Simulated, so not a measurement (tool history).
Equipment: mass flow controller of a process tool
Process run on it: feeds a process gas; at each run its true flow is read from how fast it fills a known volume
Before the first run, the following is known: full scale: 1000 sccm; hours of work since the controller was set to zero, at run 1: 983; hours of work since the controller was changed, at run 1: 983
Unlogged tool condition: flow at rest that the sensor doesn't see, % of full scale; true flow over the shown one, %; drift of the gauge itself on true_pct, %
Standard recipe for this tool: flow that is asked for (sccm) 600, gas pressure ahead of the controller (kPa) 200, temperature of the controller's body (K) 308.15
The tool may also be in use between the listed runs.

run	day	flow that is asked for (sccm)	gas pressure ahead of the controller (kPa)	temperature of the controller's body (K)	hours of work since the controller was set to zero	hours of work since the controller was changed	true flow (%)
1	0.000	600	200	308.15	983	983	100.00
2	3.817	600	200	308.15	1019	1019	99.92
3	6.000	600	171	308.15	1039	1039	99.81
4	7.617	117	171	308.15	1055	1055	99.85
5	9.667	117	171	308.15	1074	1074	99.76
6	13.471	600	260	308.15	1109	1109	100.42
7	15.862	600	260	308.15	1132	1132	100.41
8	19.617	600	200	308.15	1167	1167	99.95
9	22.229	165	200	308.15	1191	1191	99.80
10	26.075	165	200	308.15	1227	1227	99.70
11	28.046	165	200	308.15	1246	1246	99.66
12	30.812	165	200	308.15	1272	1272	99.74
13	33.408	165	200	308.15	1296	1296	99.70
14	36.321	600	200	298.15	1323	1323	99.51
15	39.104	458	200	308.15	1349	1349	99.81
16	41.138	600	200	300.15	1368	1368	99.64
17	43.696	600	149	300.15	1392	1392	99.43
18	46.575	201	257	308.15	1419	1419	100.12
19	48.938	114	171	313.15	1441	1441	100.55
20	50.946	197	200	306.15	1460	1460	99.67
21	53.750	197	200	306.15	1487	1487	99.75

Consider 4 possible next runs. They are alternatives, not a sequence: every one starts from the tool as it was left by run 21. What does each give?
A	55.962	600	273	296.15	1507	1507	?
B	55.962	291	279	305.15	1507	1507	?
C	55.962	133	200	295.15	1507	1507	?
D	55.962	517	229	294.15	1507	1507	?

run	true flow (%)
A	99.96
B	100.13
C	99.54
D	99.44
Stripped of hidden state, with their random variation kept, the same runs would have yielded:
run	true flow (%)
A	99.31
B	99.05
C	97.50
D	98.72
